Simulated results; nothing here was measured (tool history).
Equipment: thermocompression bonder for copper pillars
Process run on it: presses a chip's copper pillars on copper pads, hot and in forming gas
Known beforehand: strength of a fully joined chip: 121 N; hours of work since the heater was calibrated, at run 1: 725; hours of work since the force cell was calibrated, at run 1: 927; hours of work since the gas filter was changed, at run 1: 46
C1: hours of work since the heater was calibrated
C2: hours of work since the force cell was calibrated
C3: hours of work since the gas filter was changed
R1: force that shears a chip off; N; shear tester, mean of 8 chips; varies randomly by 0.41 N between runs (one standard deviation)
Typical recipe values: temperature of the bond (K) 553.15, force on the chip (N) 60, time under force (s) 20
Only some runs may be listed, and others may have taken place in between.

Run 1, hour 0: usual settings; C1 725; C2 927; C3 46. Result: R1 70.2 N.
Run 2, hour 13.7: usual settings; C1 734; C2 936; C3 56. Result: R1 70 N.
Run 3, hour 33.2: usual settings; C1 747; C2 949; C3 69. Result: R1 70.3 N.
Run 4, hour 55.7: usual settings; C1 762; C2 964; C3 84. Result: R1 70.8 N.
Run 5, hour 79: usual settings; C1 778; C2 980; C3 99. Result: R1 69.6 N.
Run 6, hour 91.6: usual settings; C1 786; C2 988; C3 108. Result: R1 70.2 N.
Run 7, hour 115.8: usual settings but time under force (s) 28; C1 803; C2 1005; C3 124. Result: R1 76.6 N.
Run 8, hour 128.3: usual settings but time under force (s) 28; C1 811; C2 1013; C3 132. Result: R1 77 N.
Run 9, hour 140.9: usual settings but time under force (s) 28; C1 819; C2 1021; C3 141. Result: R1 76.5 N.
Run 10, hour 163.1: usual settings but force on the chip (N) 75; C1 834; C2 1036; C3 155. Result: R1 80.9 N.
Run 11, hour 183.3: usual settings but force on the chip (N) 75; C1 848; C2 1050; C3 169. Result: R1 81.8 N.
At hour 196.6: forming gas filter changed.
Run 12, hour 202.1: usual settings but force on the chip (N) 75; C1 860; C2 1062; C3 4. Result: R1 83.9 N.
Run 13, hour 218.7: usual settings but temperature of the bond (K) 580.15; C1 871; C2 1073; C3 15. Result: R1 87.6 N.
Run 14, hour 245: usual settings; C1 889; C2 1091; C3 32. Result: R1 70.1 N.
Run 15, hour 270.4: usual settings; C1 906; C2 1108; C3 49. Result: R1 70.1 N.
Run 16, hour 282.3: usual settings; C1 914; C2 1116; C3 57. Result: R1 70.4 N.
Run 17, hour 309.4: usual settings; C1 932; C2 1134; C3 75. Result: R1 70.2 N.
Run 18, hour 329.9: usual settings; C1 945; C2 1147; C3 89. Result: R1 70.3 N.
Run 19, hour 342.1: usual settings but force on the chip (N) 56; C1 953; C2 1155; C3 97. Result: R1 65.8 N.
At hour 346.6: heater calibrated with a thermocouple chip.
Run 20, hour 357.2: usual settings but force on the chip (N) 56; C1 7; C2 1164; C3 106. Result: R1 66.4 N.
Run 21, hour 382.4: usual settings but temperature of the bond (K) 534.15, force on the chip (N) 55, time under force (s) 36; C1 24; C2 1181; C3 123. Result: R1 65.2 N.
Run 22, hour 398.3: usual settings but temperature of the bond (K) 534.15, force on the chip (N) 55, time under force (s) 36; C1 35; C2 1192; C3 133. Result: R1 65 N.
Run 23, hour 416.6: usual settings but temperature of the bond (K) 559.15, force on the chip (N) 48, time under force (s) 36; C1 47; C2 1204; C3 146. Result: R1 73.5 N.
Run 24, hour 430.4: usual settings but temperature of the bond (K) 559.15, force on the chip (N) 48, time under force (s) 36; C1 56; C2 1213; C3 155. Result: R1 73.2 N.
Run 25, hour 443.6: usual settings but temperature of the bond (K) 559.15, force on the chip (N) 48, time under force (s) 36; C1 65; C2 1222; C3 164. Result: R1 73.1 N.
Run 26, hour 455.7: usual settings but force on the chip (N) 58, time under force (s) 18; C1 73; C2 1230; C3 172. Result: R1 64.5 N.
At hour 464.8: forming gas filter changed.
At hour 475: heater calibrated with a thermocouple chip, once more.
Run 27, hour 484.2: usual settings but force on the chip (N) 89, time under force (s) 11; C1 6; C2 1247; C3 12. Result: R1 76.1 N.
Run 28, hour 506.6: usual settings but temperature of the bond (K) 545.15, force on the chip (N) 41, time under force (s) 29; C1 21; C2 1262; C3 27. Result: R1 48.6 N.
Run 29, hour 526.3: usual settings but temperature of the bond (K) 544.15, force on the chip (N) 42, time under force (s) 54; C1 34; C2 1276; C3 40. Result: R1 61.7 N.
Run 30, hour 548.2: usual settings but force on the chip (N) 47, time under force (s) 53; C1 49; C2 1290; C3 54. Result: R1 72.9 N.
Run 31, hour 573.4: usual settings but force on the chip (N) 47, time under force (s) 53; C1 66; C2 1307; C3 71. Result: R1 74.2 N.
Run 32, hour 597.2: usual settings but temperature of the bond (K) 563.15, time under force (s) 12; C1 82; C2 1323; C3 87. Result: R1 61.5 N.
Run 33, hour 616.9: usual settings but temperature of the bond (K) 556.15, time under force (s) 52; C1 95; C2 1336; C3 100. Result: R1 87.5 N.
Run 34, hour 633.1: usual settings but temperature of the bond (K) 556.15, time under force (s) 52; C1 106; C2 1347; C3 111. Result: R1 88 N.
Run 35, hour 652.1: usual settings but temperature of the bond (K) 549.15, force on the chip (N) 79, time under force (s) 52; C1 118; C2 1360; C3 124. Result: R1 98.2 N.
Run 36, hour 679.1: usual settings but temperature of the bond (K) 557.15, force on the chip (N) 57, time under force (s) 53; C1 136; C2 1378; C3 142. Result: R1 86.3 N.
Run 37, hour 694.6: usual settings but temperature of the bond (K) 557.15, force on the chip (N) 57, time under force (s) 53; C1 147; C2 1388; C3 152. Result: R1 85.1 N.
At hour 715.8: force cell calibrated.
Run 38, hour 724.1: usual settings but temperature of the bond (K) 565.15, force on the chip (N) 68, time under force (s) 14; C1 165; C2 6; C3 171. Result: R1 77.4 N.
At hour 733.6: forming gas filter changed.
Run 39, hour 748.3: usual settings but temperature of the bond (K) 543.15; C1 181; C2 21; C3 10. Result: R1 64.8 N.
Run 40, hour 764.5: usual settings but temperature of the bond (K) 536.15, time under force (s) 28; C1 192; C2 32; C3 21. Result: R1 66.8 N.

Some steps in R1, run to run, broken into two amounts with sign: the step expected even without the hidden condition (settings, incoming material, random variation), and the rest, left for the hidden condition together with whatever gauge scatter is not in both the measured and the hidden-condition-free result:
Hidden state at play: true temperature of the bond over the reading, C; force that reaches the chip, % of what is set; oxide that the forming gas leaves, % of the face; drift of the gauge itself on shear_n, %.
Run 13 -> 14: temperature of the bond (K) 580.15 -> 553.15. R1 -17.5 N: hidden state +0.2, all else -17.7.
Run 26 -> 27: force on the chip (N) 58 -> 89, time under force (s) 18 -> 11, forming gas filter changed, heater calibrated with a thermocouple chip, once more. R1 +11.6 N: hidden state -3.1, all else +14.7.
Run 27 -> 28: temperature of the bond (K) 553.15 -> 545.15, force on the chip (N) 89 -> 41, time under force (s) 11 -> 29. R1 -27.5 N: hidden state +0.6, all else -28.1.
Run 32 -> 33: temperature of the bond (K) 563.15 -> 556.15, time under force (s) 12 -> 52. R1 +26 N: hidden state -0.3, all else +26.3.
Run 37 -> 38: temperature of the bond (K) 557.15 -> 565.15, force on the chip (N) 57 -> 68, time under force (s) 53 -> 14, force cell calibrated. R1 -7.7 N: hidden state +4.6, all else -12.3.
Run 38 -> 39: temperature of the bond (K) 565.15 -> 543.15, force on the chip (N) 68 -> 60, time under force (s) 14 -> 20, forming gas filter changed. R1 -12.6 N: hidden state +2, all else -14.6.
